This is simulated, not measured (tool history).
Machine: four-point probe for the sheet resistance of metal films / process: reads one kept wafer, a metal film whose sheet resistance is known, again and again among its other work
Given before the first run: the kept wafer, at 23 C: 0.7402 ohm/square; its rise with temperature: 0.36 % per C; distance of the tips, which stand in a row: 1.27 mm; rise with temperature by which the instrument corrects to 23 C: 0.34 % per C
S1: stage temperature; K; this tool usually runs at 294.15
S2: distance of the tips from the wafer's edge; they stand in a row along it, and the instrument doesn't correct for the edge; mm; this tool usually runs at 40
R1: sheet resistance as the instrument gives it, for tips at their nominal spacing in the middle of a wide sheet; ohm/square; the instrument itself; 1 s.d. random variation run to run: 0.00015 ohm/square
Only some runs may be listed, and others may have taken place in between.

| run | hour | S1 | S2 | R1 |
|---|---|---|---|---|
| 1 | 0 | 294.15 | 40 | 0.743101 |
| 2 | 34.7 | 294.15 | 21 | 0.744146 |
| 3 | 96.7 | 294.15 | 21 | 0.744002 |
| 4 | 164.7 | 294.15 | 21 | 0.744314 |
| 5 | 246.3 | 294.15 | 21 | 0.74423 |
| 6 | 286.5 | 294.15 | 21 | 0.744428 |
| 7 | 351.9 | 294.15 | 40 | 0.743425 |
| 8 | 390.2 | 294.15 | 7 | 0.755661 |
| 9 | 435.8 | 293.15 | 40 | 0.743341 |

For run 10, what comes out?
| 10 | 493.6 | 293.15 | 40 | ? |

For run 10 the tool returned R1 0.743301 ohm/square.
Had the tool carried no hidden state, the very same run would have given R1 0.739967 ohm/square.
